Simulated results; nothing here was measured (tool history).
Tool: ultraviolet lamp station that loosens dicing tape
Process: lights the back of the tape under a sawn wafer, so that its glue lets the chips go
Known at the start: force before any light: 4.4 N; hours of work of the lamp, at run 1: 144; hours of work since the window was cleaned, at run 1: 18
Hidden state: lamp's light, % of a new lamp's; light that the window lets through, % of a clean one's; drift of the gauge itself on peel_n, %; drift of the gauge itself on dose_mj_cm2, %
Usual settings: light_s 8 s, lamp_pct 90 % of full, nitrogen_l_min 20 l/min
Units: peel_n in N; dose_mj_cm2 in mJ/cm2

run	hour	light_s	lamp_pct	nitrogen_l_min	hours of work of the lamp	hours of work since the window was cleaned	peel_n	dose_mj_cm2
1	0	8	90	20	144	18	0.317	432
2	27.4	8	90	20	164	39	0.314	424
3	72.4	9	90	20	198	73	0.246	467
4	108	5	90	20	225	100	0.843	260
5	148.6	8	90	20	256	130	0.368	403
6	198.8	8	90	20	294	168	0.379	390
7	245.9	8	90	20	329	204	0.392	387
8	286.9	5	90	20	360	235	0.942	236

Forecast run 9:
9	332.3	5	90	20	394	269	?	?

{"run 9": {"peel_n": 0.956, "dose_mj_cm2": 233}}
Without the tool's hidden state the same run would have given peel_n 0.687 N, dose_mj_cm2 287 mJ/cm2.

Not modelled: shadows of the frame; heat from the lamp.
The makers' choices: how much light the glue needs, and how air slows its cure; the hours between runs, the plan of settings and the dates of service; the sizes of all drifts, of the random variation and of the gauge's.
